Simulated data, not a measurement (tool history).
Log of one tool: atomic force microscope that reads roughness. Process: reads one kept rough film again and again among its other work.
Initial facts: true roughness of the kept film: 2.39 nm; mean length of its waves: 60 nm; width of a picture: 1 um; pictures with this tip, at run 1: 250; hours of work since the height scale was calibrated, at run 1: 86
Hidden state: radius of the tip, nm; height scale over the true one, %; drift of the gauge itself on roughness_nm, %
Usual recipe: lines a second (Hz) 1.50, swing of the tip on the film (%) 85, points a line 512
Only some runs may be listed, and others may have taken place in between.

run,hour,lines a second (Hz),swing of the tip on the film (%),points a line,pictures with this tip,hours of work since the height scale was calibrated,roughness of the kept film (nm (root mean square))
1,0.0,1.50,85,512,250,86,1.750
2,21.9,1.50,69,512,274,97,1.946
# hour 35.4: new tip fitted
3,41.3,1.50,69,512,7,106,2.106
4,63.5,1.50,71,512,31,116,2.076
5,98.7,1.50,71,512,69,133,2.030
6,127.6,1.50,71,512,100,147,2.011
7,148.3,1.50,71,512,122,157,2.020
8,191.8,1.50,71,512,169,178,1.970
9,222.4,1.50,71,512,202,193,1.970
10,266.1,1.50,71,512,249,214,1.942
11,289.8,1.50,71,512,275,225,1.919
# hour 304.7: new tip fitted
12,317.6,1.50,71,512,14,238,2.087
13,350.3,1.50,71,512,50,254,2.063
14,385.7,1.50,85,257,88,271,1.829
15,425.8,1.50,85,257,131,290,1.800
16,454.3,1.50,85,257,162,304,1.795
17,473.8,1.50,85,257,183,313,1.788
18,511.3,1.50,85,257,224,331,1.765
19,530.1,1.50,85,257,244,340,1.748
20,570.5,1.50,85,257,287,360,1.734
# hour 574.8: new tip fitted
21,606.4,1.50,85,257,34,377,1.850
22,643.5,3.26,85,512,74,394,1.522
23,676.1,2.75,85,479,109,410,1.593
24,698.5,1.50,85,811,133,421,1.805
25,726.8,1.50,85,348,164,434,1.799
26,750.7,1.14,85,332,190,446,1.867
27,771.2,1.14,85,332,212,456,1.852
28,803.0,3.60,83,513,246,471,1.445
29,823.2,2.29,63,512,268,481,1.951
# hour 844.5: new tip fitted
30,844.6,0.84,68,927,0,491,2.210
31,876.4,3.46,61,276,35,506,2.003
32,915.2,3.46,58,482,77,525,2.032
33,944.8,1.56,64,512,109,539,2.066
34,984.5,2.68,73,575,151,558,1.816
35,1018.5,1.19,57,550,188,574,2.098
36,1052.0,2.49,73,349,224,590,1.794
37,1077.1,0.74,76,631,252,602,2.003
38,1105.4,1.50,85,751,282,616,1.733
# hour 1112.8: new tip fitted
39,1149.4,1.50,85,751,39,637,1.859
40,1175.6,1.50,56,343,67,649,2.162
41,1196.4,1.50,56,343,90,659,2.148
42,1235.5,1.50,56,343,132,678,2.125
43,1264.6,0.54,65,510,163,692,2.151
44,1304.8,0.54,65,510,207,711,2.113

Some steps in roughness of the kept film (nm (root mean square)), run to run, broken into two amounts with sign: the step expected even without the hidden condition (settings, incoming material, random variation), and the rest, left for the hidden condition together with whatever gauge scatter is not in both the measured and the hidden-condition-free result:
Run 2 -> 3: new tip fitted. roughness of the kept film (nm (root mean square)) +0.160: hidden state +0.165, all else -0.005.
Run 11 -> 12: new tip fitted. roughness of the kept film (nm (root mean square)) +0.168: hidden state +0.152, all else +0.016.
Run 21 -> 22: lines a second (Hz) 1.50 -> 3.26, points a line 257 -> 512. roughness of the kept film (nm (root mean square)) -0.328: hidden state -0.012, all else -0.316.
Run 27 -> 28: lines a second (Hz) 1.14 -> 3.60, swing of the tip on the film (%) 85 -> 83, points a line 332 -> 513. roughness of the kept film (nm (root mean square)) -0.407: hidden state +0.013, all else -0.420.
Run 28 -> 29: lines a second (Hz) 3.60 -> 2.29, swing of the tip on the film (%) 83 -> 63, points a line 513 -> 512. roughness of the kept film (nm (root mean square)) +0.506: hidden state -0.055, all else +0.561.
Run 29 -> 30: lines a second (Hz) 2.29 -> 0.84, swing of the tip on the film (%) 63 -> 68, points a line 512 -> 927, new tip fitted. roughness of the kept film (nm (root mean square)) +0.259: hidden state +0.163, all else +0.096.
